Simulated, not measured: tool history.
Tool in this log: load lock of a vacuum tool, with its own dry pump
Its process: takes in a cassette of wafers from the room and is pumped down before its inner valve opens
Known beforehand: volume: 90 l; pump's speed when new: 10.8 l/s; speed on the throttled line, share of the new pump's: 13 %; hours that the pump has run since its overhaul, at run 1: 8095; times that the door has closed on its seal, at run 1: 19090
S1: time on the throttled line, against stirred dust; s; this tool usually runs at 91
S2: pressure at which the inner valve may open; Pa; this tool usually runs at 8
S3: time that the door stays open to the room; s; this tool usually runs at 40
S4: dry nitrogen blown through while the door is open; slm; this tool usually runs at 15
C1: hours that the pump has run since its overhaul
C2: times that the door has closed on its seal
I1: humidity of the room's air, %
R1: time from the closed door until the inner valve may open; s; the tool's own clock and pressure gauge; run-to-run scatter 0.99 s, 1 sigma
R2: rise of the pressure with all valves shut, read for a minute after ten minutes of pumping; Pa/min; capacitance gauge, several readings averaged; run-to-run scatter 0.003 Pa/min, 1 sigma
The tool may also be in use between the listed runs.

run,hour,S1,S2,S3,S4,C1,C2,I1,R1,R2
1,0.0,91,8,40,15,8095,19090,45.6,160.6,0.064
2,343.5,91,8,40,15,8438,20396,44.8,163.3,0.061
3,601.8,91,8,40,15,8697,21379,45.1,162.0,0.063
4,974.6,64,8,40,15,9070,22796,43.3,138.8,0.073
5,1363.8,64,8,40,15,9459,24276,47.1,140.6,0.074
6,1751.1,81,8,40,15,9846,25750,42.8,156.0,0.084
7,2163.2,81,8,40,15,10258,27317,46.5,154.5,0.079
8,2393.5,91,8,40,12,10489,28193,48.5,165.2,0.082
9,2931.8,91,8,40,12,11027,30240,42.8,164.3,0.095
10,3287.6,91,8,40,12,11383,31593,48.0,165.8,0.108
11,3552.3,91,8,40,15,11647,32600,40.4,165.0,0.104
12,4004.5,91,8,40,15,12100,34320,46.9,165.5,0.111
13,4524.0,91,8,40,40,12619,36296,43.9,164.9,0.111
14,4888.8,91,8,40,40,12984,37683,40.2,165.3,0.116
15,5356.1,91,8,40,40,13451,39460,41.4,166.4,0.127
16,5674.0,53,8,40,23,13769,40670,46.7,133.2,0.133
17,6151.4,53,8,40,23,14246,42485,45.7,135.6,0.140
18,6574.3,91,8,152,33,14669,44093,44.5,167.0,0.160
19,6896.9,91,8,152,33,14992,45320,46.1,167.8,0.167
20,7164.5,91,7,96,15,15260,46338,42.5,169.1,0.165
21,7631.5,91,7,96,15,15727,48114,43.6,169.3,0.185
22,8087.4,91,7,158,15,16182,49848,50.3,169.1,0.207
# hour 8580.3: door's seal changed, seat wiped
23,8598.0,124,8,75,15,16692,68,44.2,195.4,0.034
24,8819.1,124,8,75,15,16913,909,48.3,195.8,0.034
25,9183.5,95,7,40,7,17277,2294,48.5,172.8,0.031
26,9537.5,108,8,93,15,17631,3640,46.2,182.8,0.041
27,9997.9,91,16,40,19,18091,5392,45.6,161.6,0.029
28,10357.7,91,16,40,19,18451,6760,42.9,161.6,0.031
29,10717.8,47,12,40,19,18811,8130,44.5,129.4,0.032

Predict the results of run 30:
30,11033.1,47,12,40,19,19127,9329,46.6,?,?

{"run 30": {"R1": 128.8, "R2": 0.036}}
If the tool had no hidden condition, the same run with the same run-to-run variation would have returned R1 115.9 s, R2 0.022 Pa/min.
